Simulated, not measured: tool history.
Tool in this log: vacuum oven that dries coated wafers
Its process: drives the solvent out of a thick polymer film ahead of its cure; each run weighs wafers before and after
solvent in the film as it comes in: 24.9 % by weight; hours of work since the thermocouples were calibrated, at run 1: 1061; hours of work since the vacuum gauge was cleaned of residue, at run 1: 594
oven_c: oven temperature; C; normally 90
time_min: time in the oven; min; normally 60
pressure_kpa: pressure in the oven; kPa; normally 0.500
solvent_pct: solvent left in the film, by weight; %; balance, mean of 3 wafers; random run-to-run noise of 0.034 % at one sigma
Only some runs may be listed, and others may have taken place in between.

run,hour,oven_c,time_min,pressure_kpa,hours of work since the thermocouples were calibrated,hours of work since the vacuum gauge was cleaned of residue,solvent_pct
1,0.0,90,60,0.500,1061,594,1.84
2,13.6,90,60,0.500,1071,604,1.81
3,30.4,90,85,0.500,1083,616,1.07
4,47.8,90,60,1.262,1096,629,2.55
5,65.3,92,60,1.262,1109,642,2.20
# hour 68.4: oven's thermocouples calibrated
6,93.0,92,60,1.262,18,661,2.24
7,119.1,92,51,1.262,37,680,2.73
8,140.2,92,51,1.262,53,695,2.79
# hour 165.2: oven's thermocouples calibrated, once more
9,167.2,92,51,1.262,1,714,2.22
10,184.2,95,59,0.391,14,726,0.85
11,203.9,82,43,0.311,28,741,5.16
12,225.4,82,43,0.311,44,756,5.16
13,247.1,100,79,1.673,60,772,1.24
14,268.5,100,64,0.310,76,788,0.42
15,280.3,100,64,0.310,84,797,0.38

Selected run-to-run steps in solvent_pct, each split into two signed amounts: the part the tool would show with no hidden state at all (from settings, incoming material and random variation), and the remainder, which goes to the hidden state together with any gauge scatter not common to the measured and the hidden-state-free results:
What the log doesn't record here: true wafer temperature over the reading, C; true pressure over the reading, kPa; drift of the gauge itself on solvent_pct, %.
Run 8 -> 9: oven's thermocouples calibrated, once more. solvent_pct -0.57 %: hidden state -0.51, all else -0.06.
Run 10 -> 11: oven_c 95 -> 82, time_min 59 -> 43, pressure_kpa 0.391 -> 0.311. solvent_pct +4.31 %: hidden state +0.12, all else +4.19.
